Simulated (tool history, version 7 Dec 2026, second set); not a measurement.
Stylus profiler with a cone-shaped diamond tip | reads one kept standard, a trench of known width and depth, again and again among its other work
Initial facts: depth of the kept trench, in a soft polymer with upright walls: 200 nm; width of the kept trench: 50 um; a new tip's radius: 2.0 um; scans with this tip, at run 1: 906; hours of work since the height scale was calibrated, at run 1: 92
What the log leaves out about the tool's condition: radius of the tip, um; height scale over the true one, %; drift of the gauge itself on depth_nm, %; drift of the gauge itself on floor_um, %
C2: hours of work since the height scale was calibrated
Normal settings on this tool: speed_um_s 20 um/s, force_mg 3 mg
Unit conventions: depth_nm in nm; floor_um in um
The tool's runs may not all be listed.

{"run": 1, "hour": 0.0, "speed_um_s": 20, "force_mg": 3, "scans with this tip": 906, "C2": 92, "depth_nm": 201.76, "floor_um": 48.09}
{"run": 2, "hour": 55.3, "speed_um_s": 20, "force_mg": 3, "scans with this tip": 1182, "C2": 120, "depth_nm": 201.76, "floor_um": 48.07}
{"run": 3, "hour": 126.4, "speed_um_s": 20, "force_mg": 3, "scans with this tip": 1537, "C2": 156, "depth_nm": 201.76, "floor_um": 47.98}
{"run": 4, "hour": 178.1, "speed_um_s": 20, "force_mg": 3, "scans with this tip": 1795, "C2": 182, "depth_nm": 201.74, "floor_um": 47.97}
{"run": 5, "hour": 223.4, "speed_um_s": 8, "force_mg": 3, "scans with this tip": 2021, "C2": 205, "depth_nm": 201.8, "floor_um": 47.97}
{"run": 6, "hour": 324.7, "speed_um_s": 8, "force_mg": 3, "scans with this tip": 2527, "C2": 256, "depth_nm": 201.78, "floor_um": 47.91}
{"run": 7, "hour": 425.4, "speed_um_s": 8, "force_mg": 3, "scans with this tip": 3029, "C2": 307, "depth_nm": 201.82, "floor_um": 47.82}
{"run": 8, "hour": 525.1, "speed_um_s": 20, "force_mg": 3, "scans with this tip": 3527, "C2": 357, "depth_nm": 201.86, "floor_um": 47.68}
{"run": 9, "hour": 604.0, "speed_um_s": 20, "force_mg": 3, "scans with this tip": 3920, "C2": 397, "depth_nm": 201.85, "floor_um": 47.69}
{"run": 10, "hour": 705.5, "speed_um_s": 20, "force_mg": 3, "scans with this tip": 4427, "C2": 448, "depth_nm": 201.91, "floor_um": 47.64}
{"run": 11, "hour": 779.7, "speed_um_s": 5, "force_mg": 5.9, "scans with this tip": 4797, "C2": 486, "depth_nm": 202.88, "floor_um": 47.62}
{"hour": 785.7, "done": "height scale calibrated on a step standard"}
{"run": 12, "hour": 828.5, "speed_um_s": 5, "force_mg": 5.9, "scans with this tip": 5038, "C2": 22, "depth_nm": 202.94, "floor_um": 47.63}
{"run": 13, "hour": 921.0, "speed_um_s": 5, "force_mg": 5.9, "scans with this tip": 5500, "C2": 68, "depth_nm": 203.07, "floor_um": 47.54}
{"run": 14, "hour": 979.2, "speed_um_s": 28, "force_mg": 4.98, "scans with this tip": 5790, "C2": 98, "depth_nm": 202.75, "floor_um": 47.5}
{"run": 15, "hour": 1089.6, "speed_um_s": 74, "force_mg": 1.41, "scans with this tip": 6341, "C2": 154, "depth_nm": 201.34, "floor_um": 47.26}
{"run": 16, "hour": 1138.0, "speed_um_s": 7, "force_mg": 1.72, "scans with this tip": 6583, "C2": 178, "depth_nm": 201.53, "floor_um": 47.44}
{"hour": 1196.9, "done": "height scale calibrated on a step standard, once more"}
{"run": 17, "hour": 1235.5, "speed_um_s": 20, "force_mg": 4.03, "scans with this tip": 7067, "C2": 20, "depth_nm": 201.95, "floor_um": 47.37}

Consider 5 possible next runs. They are alternatives, not a sequence: every one starts from the tool as it was left by run 17. What does each give?
{"run": "A", "hour": 1281.1, "speed_um_s": 20, "force_mg": 8.35, "scans with this tip": 7294, "C2": 43, "depth_nm": "?", "floor_um": "?"}
{"run": "B", "hour": 1281.1, "speed_um_s": 5, "force_mg": 1.98, "scans with this tip": 7294, "C2": 43, "depth_nm": "?", "floor_um": "?"}
{"run": "C", "hour": 1281.1, "speed_um_s": 14, "force_mg": 3, "scans with this tip": 7294, "C2": 43, "depth_nm": "?", "floor_um": "?"}
{"run": "D", "hour": 1281.1, "speed_um_s": 6, "force_mg": 6.69, "scans with this tip": 7294, "C2": 43, "depth_nm": "?", "floor_um": "?"}
{"run": "E", "hour": 1281.1, "speed_um_s": 20, "force_mg": 1.54, "scans with this tip": 7294, "C2": 43, "depth_nm": "?", "floor_um": "?"}

run=A depth_nm=203.32 floor_um=47.35
run=B depth_nm=201.22 floor_um=47.38
run=C depth_nm=201.62 floor_um=47.39
run=D depth_nm=202.89 floor_um=47.4
run=E depth_nm=200.97 floor_um=47.29
Without the tool's hidden state the same runs would have given:
run=A depth_nm=203.4 floor_um=48.2
run=B depth_nm=201.3 floor_um=48.24
run=C depth_nm=201.7 floor_um=48.25
run=D depth_nm=202.97 floor_um=48.26
run=E depth_nm=201.05 floor_um=48.15

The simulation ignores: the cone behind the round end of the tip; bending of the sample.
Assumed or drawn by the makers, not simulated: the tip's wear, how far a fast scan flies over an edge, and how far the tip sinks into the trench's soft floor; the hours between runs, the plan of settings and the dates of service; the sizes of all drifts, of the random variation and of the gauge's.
